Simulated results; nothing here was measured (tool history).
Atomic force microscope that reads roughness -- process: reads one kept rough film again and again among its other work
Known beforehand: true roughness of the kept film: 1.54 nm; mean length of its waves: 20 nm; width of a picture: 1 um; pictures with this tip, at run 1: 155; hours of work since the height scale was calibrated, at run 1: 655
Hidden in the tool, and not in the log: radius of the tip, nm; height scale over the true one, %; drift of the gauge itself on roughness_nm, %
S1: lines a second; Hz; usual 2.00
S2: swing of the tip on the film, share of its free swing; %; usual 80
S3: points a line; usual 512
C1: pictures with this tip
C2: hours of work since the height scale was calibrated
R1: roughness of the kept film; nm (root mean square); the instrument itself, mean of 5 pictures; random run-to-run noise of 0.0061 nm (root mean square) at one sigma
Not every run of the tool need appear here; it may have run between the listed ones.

run    hour    S1  S2   S3   C1    C2     R1
  1     0.0  2.00  80  512  155   655  1.151
        7.8  -- new tip fitted
  2    70.4  2.00  80  512   66   688  1.157
  3   132.1  2.00  80  512  131   718  1.158
      160.0  -- new tip fitted
  4   169.3  2.00  80  512    9   735  1.153
  5   248.8  2.00  80  512   93   774  1.146
      314.1  -- new tip fitted
  6   320.9  2.00  64  512    7   808  1.273
  7   355.4  2.00  80  512   43   824  1.151
  8   416.7  2.00  80  512  108   854  1.148
      466.1  -- new tip fitted
  9   470.0  2.00  80  512    4   879  1.156
 10   542.7  2.00  80  512   81   914  1.146
 11   581.4  0.50  80  512  121   933  1.305
      620.2  -- new tip fitted
 12   645.1  2.00  80  512   26   963  1.160
 13   720.9  2.00  80  512  106   999  1.158
      776.5  -- new tip fitted
 14   786.3  2.00  80  512   10  1030  1.162
 15   828.4  2.00  77  512   54  1051  1.179
 16   888.4  2.00  80  512  117  1079  1.154
 17   926.1  2.00  80  512  157  1097  1.157
      934.3  -- new tip fitted
 18   975.8  2.00  80  512   43  1121  1.151
 19  1042.1  2.13  80  501  113  1153  1.136
     1088.5  -- new tip fitted
 20  1103.1  2.13  80  501   16  1182  1.144
 21  1156.7  1.23  61  959   72  1208  1.331
 22  1200.5  1.06  61  959  118  1229  1.349
     1240.8  -- new tip fitted
 23  1260.3  1.06  61  406   21  1257  1.334
 24  1309.8  0.64  63  406   73  1281  1.342
 25  1356.4  2.00  80  708  121  1303  1.146
     1393.7  -- new tip fitted
 26  1407.1  2.82  80  415   14  1327  1.067
     1457.6  -- height scale calibrated on a step standard
 27  1479.1  3.59  55  415   89    10  1.268
 28  1539.1  1.91  80  400  152    39  1.153
     1547.1  -- new tip fitted
 29  1590.6  0.54  67  400   46    64  1.335
 30  1631.1  0.54  67  400   88    83  1.343
 31  1688.2  0.54  67  400  148   110  1.321
     1701.3  -- new tip fitted
 32  1733.5  0.54  67  400   34   132  1.338
 33  1809.4  0.79  80  387  114   168  1.266

Estimate the outcome of run 34 from the log above:
     1854.5  -- new tip fitted
 34  1870.5  0.79  80  387  17  197   ?

R1: 1.270 nm (root mean square)
With the hidden condition absent and the run-to-run variation left alone, this run would have shown R1 1.270 nm (root mean square).

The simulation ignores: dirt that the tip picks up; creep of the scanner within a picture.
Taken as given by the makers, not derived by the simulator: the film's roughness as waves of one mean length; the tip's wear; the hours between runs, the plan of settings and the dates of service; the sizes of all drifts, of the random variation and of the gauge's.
